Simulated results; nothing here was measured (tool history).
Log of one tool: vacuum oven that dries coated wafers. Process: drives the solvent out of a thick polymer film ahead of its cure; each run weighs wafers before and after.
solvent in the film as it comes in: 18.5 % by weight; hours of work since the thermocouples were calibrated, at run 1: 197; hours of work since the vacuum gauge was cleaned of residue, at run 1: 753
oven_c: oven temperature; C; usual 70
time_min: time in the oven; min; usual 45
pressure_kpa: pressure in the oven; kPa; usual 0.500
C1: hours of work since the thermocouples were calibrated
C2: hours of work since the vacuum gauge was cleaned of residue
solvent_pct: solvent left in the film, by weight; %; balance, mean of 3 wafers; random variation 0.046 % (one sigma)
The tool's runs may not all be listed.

Run 1, hour 0.0: usual settings; C1 197; C2 753. Result: solvent_pct 2.11 %.
Run 2, hour 24.8: usual settings; C1 217; C2 773. Result: solvent_pct 2.07 %.
Run 3, hour 46.5: usual settings; C1 234; C2 790. Result: solvent_pct 2.12 %.
Run 4, hour 71.5: usual settings; C1 254; C2 810. Result: solvent_pct 2.05 %.
Run 5, hour 85.6: usual settings; C1 266; C2 821. Result: solvent_pct 2.08 %.
Run 6, hour 99.5: usual settings; C1 277; C2 832. Result: solvent_pct 2.05 %.
Run 7, hour 125.4: usual settings; C1 297; C2 853. Result: solvent_pct 2.09 %.
Run 8, hour 141.8: usual settings; C1 310; C2 866. Result: solvent_pct 2.05 %.
Run 9, hour 155.2: usual settings but pressure_kpa 0.266 kPa; C1 321; C2 877. Result: solvent_pct 1.97 %.
At hour 158.7: vacuum gauge cleaned of residue and calibrated.
Run 10, hour 175.5: usual settings but pressure_kpa 0.777 kPa; C1 336; C2 13. Result: solvent_pct 2.24 %.
Run 11, hour 199.6: usual settings but pressure_kpa 0.777 kPa; C1 355; C2 33. Result: solvent_pct 2.28 %.
Run 12, hour 217.8: usual settings but pressure_kpa 0.777 kPa; C1 370; C2 47. Result: solvent_pct 2.27 %.
Run 13, hour 239.8: usual settings but pressure_kpa 0.777 kPa; C1 387; C2 65. Result: solvent_pct 2.24 %.
Run 14, hour 263.7: usual settings but oven_c 60 C, time_min 58 min, pressure_kpa 1.481 kPa; C1 406; C2 84. Result: solvent_pct 3.98 %.
Run 15, hour 279.0: usual settings but oven_c 60 C, time_min 58 min, pressure_kpa 1.481 kPa; C1 418; C2 96. Result: solvent_pct 4.09 %.
Run 16, hour 306.4: usual settings but oven_c 60 C, time_min 58 min, pressure_kpa 1.481 kPa; C1 440; C2 118. Result: solvent_pct 4.04 %.
At hour 320.3: vacuum gauge cleaned of residue and calibrated, once more.
Run 17, hour 320.3: usual settings but oven_c 72 C, time_min 58 min, pressure_kpa 1.530 kPa; C1 450; C2 0. Result: solvent_pct 1.35 %.
Run 18, hour 335.6: usual settings but oven_c 72 C, time_min 58 min, pressure_kpa 0.259 kPa; C1 462; C2 12. Result: solvent_pct 0.80 %.
Run 19, hour 361.9: usual settings but oven_c 72 C, time_min 66 min, pressure_kpa 0.850 kPa; C1 483; C2 33. Result: solvent_pct 0.90 %.
Run 20, hour 384.6: usual settings but oven_c 72 C, time_min 66 min, pressure_kpa 0.850 kPa; C1 501; C2 51. Result: solvent_pct 0.83 %.
Run 21, hour 403.1: usual settings but oven_c 62 C, time_min 36 min, pressure_kpa 0.850 kPa; C1 516; C2 66. Result: solvent_pct 5.45 %.
Run 22, hour 430.2: usual settings but oven_c 62 C, time_min 36 min, pressure_kpa 0.850 kPa; C1 538; C2 88. Result: solvent_pct 5.52 %.
Run 23, hour 443.1: usual settings but oven_c 62 C, time_min 36 min, pressure_kpa 0.850 kPa; C1 548; C2 98. Result: solvent_pct 5.46 %.
Run 24, hour 466.1: usual settings but oven_c 83 C, time_min 32 min; C1 566; C2 116. Result: solvent_pct 1.09 %.
Run 25, hour 483.4: usual settings but oven_c 73 C, time_min 23 min, pressure_kpa 0.600 kPa; C1 580; C2 130. Result: solvent_pct 4.69 %.

Forecast each of these 5 alternatives for the next run:
Run A, hour 506.4: usual settings but time_min 54 min, pressure_kpa 0.541 kPa; C1 598; C2 148. Result: solvent_pct ?.
Run B, hour 506.4: usual settings but oven_c 78 C, time_min 26 min, pressure_kpa 1.916 kPa; C1 598; C2 148. Result: solvent_pct ?.
Run C, hour 506.4: usual settings but oven_c 67 C, time_min 70 min, pressure_kpa 0.600 kPa; C1 598; C2 148. Result: solvent_pct ?.
Run D, hour 506.4: usual settings but oven_c 81 C; C1 598; C2 148. Result: solvent_pct ?.
Run E, hour 506.4: usual settings but time_min 43 min, pressure_kpa 1.347 kPa; C1 598; C2 148. Result: solvent_pct ?.

run  solvent_pct
  A         1.59
  B         3.06
  C         1.26
  D         0.59
  E         2.71
Without the tool's hidden state the same runs would have given:
run  solvent_pct
  A         1.42
  B         2.83
  C         1.11
  D         0.51
  E         2.48
